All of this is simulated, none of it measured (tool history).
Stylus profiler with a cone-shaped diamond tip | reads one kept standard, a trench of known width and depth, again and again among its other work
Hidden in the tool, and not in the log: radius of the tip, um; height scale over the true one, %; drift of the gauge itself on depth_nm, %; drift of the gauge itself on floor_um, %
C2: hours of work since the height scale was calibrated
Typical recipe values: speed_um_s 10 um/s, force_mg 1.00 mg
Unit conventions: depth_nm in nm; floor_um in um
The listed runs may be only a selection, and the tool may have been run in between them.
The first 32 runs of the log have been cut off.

{"run": 33, "hour": 408.3, "speed_um_s": 19, "force_mg": 0.62, "scans with this tip": 3900, "C2": 295, "depth_nm": 100.45, "floor_um": 27.69}
{"run": 34, "hour": 421.2, "speed_um_s": 26, "force_mg": 1.7, "scans with this tip": 3989, "C2": 302, "depth_nm": 100.79, "floor_um": 27.71}
{"run": 35, "hour": 430.9, "speed_um_s": 2, "force_mg": 1.28, "scans with this tip": 4056, "C2": 307, "depth_nm": 100.68, "floor_um": 27.88}
{"run": 36, "hour": 447.4, "speed_um_s": 2, "force_mg": 1.28, "scans with this tip": 4170, "C2": 316, "depth_nm": 100.69, "floor_um": 27.83}
{"run": 37, "hour": 458.5, "speed_um_s": 8, "force_mg": 0.88, "scans with this tip": 4247, "C2": 321, "depth_nm": 100.55, "floor_um": 27.81}
{"run": 38, "hour": 467.1, "speed_um_s": 8, "force_mg": 0.88, "scans with this tip": 4306, "C2": 326, "depth_nm": 100.56, "floor_um": 27.78}
{"run": 39, "hour": 482.1, "speed_um_s": 3, "force_mg": 2.7, "scans with this tip": 4411, "C2": 334, "depth_nm": 101.02, "floor_um": 27.82}
{"run": 40, "hour": 494.0, "speed_um_s": 12, "force_mg": 1.13, "scans with this tip": 4493, "C2": 340, "depth_nm": 100.64, "floor_um": 27.77}
{"run": 41, "hour": 503.6, "speed_um_s": 15, "force_mg": 2.61, "scans with this tip": 4559, "C2": 345, "depth_nm": 101.02, "floor_um": 27.77}
{"run": 42, "hour": 513.5, "speed_um_s": 2, "force_mg": 1.95, "scans with this tip": 4628, "C2": 350, "depth_nm": 100.86, "floor_um": 27.79}
{"run": 43, "hour": 530.0, "speed_um_s": 10, "force_mg": 1.53, "scans with this tip": 4742, "C2": 359, "depth_nm": 100.79, "floor_um": 27.77}
{"run": 44, "hour": 538.7, "speed_um_s": 11, "force_mg": 2.75, "scans with this tip": 4802, "C2": 364, "depth_nm": 101.11, "floor_um": 27.76}
{"run": 45, "hour": 548.4, "speed_um_s": 5, "force_mg": 0.49, "scans with this tip": 4869, "C2": 369, "depth_nm": 100.44, "floor_um": 27.83}
{"run": 46, "hour": 562.4, "speed_um_s": 3, "force_mg": 1.23, "scans with this tip": 4966, "C2": 376, "depth_nm": 100.66, "floor_um": 27.74}
{"run": 47, "hour": 573.8, "speed_um_s": 8, "force_mg": 1.0, "scans with this tip": 5045, "C2": 382, "depth_nm": 100.61, "floor_um": 27.74}

Consider 3 possible next runs. They are alternatives, not a sequence: every one starts from the tool as it was left by run 47. What does each give?
{"run": "A", "hour": 590.9, "speed_um_s": 8, "force_mg": 0.37, "scans with this tip": 5163, "C2": 391, "depth_nm": "?", "floor_um": "?"}
{"run": "B", "hour": 590.9, "speed_um_s": 7, "force_mg": 1.94, "scans with this tip": 5163, "C2": 391, "depth_nm": "?", "floor_um": "?"}
{"run": "C", "hour": 590.9, "speed_um_s": 6, "force_mg": 1.0, "scans with this tip": 5163, "C2": 391, "depth_nm": "?", "floor_um": "?"}

run=A depth_nm=100.34 floor_um=27.76
run=B depth_nm=100.91 floor_um=27.82
run=C depth_nm=100.64 floor_um=27.74
The same runs, with their run-to-run variation unchanged, on a tool lacking any hidden condition would have given:
run=A depth_nm=100.22 floor_um=27.96
run=B depth_nm=100.78 floor_um=28.02
run=C depth_nm=100.51 floor_um=27.94
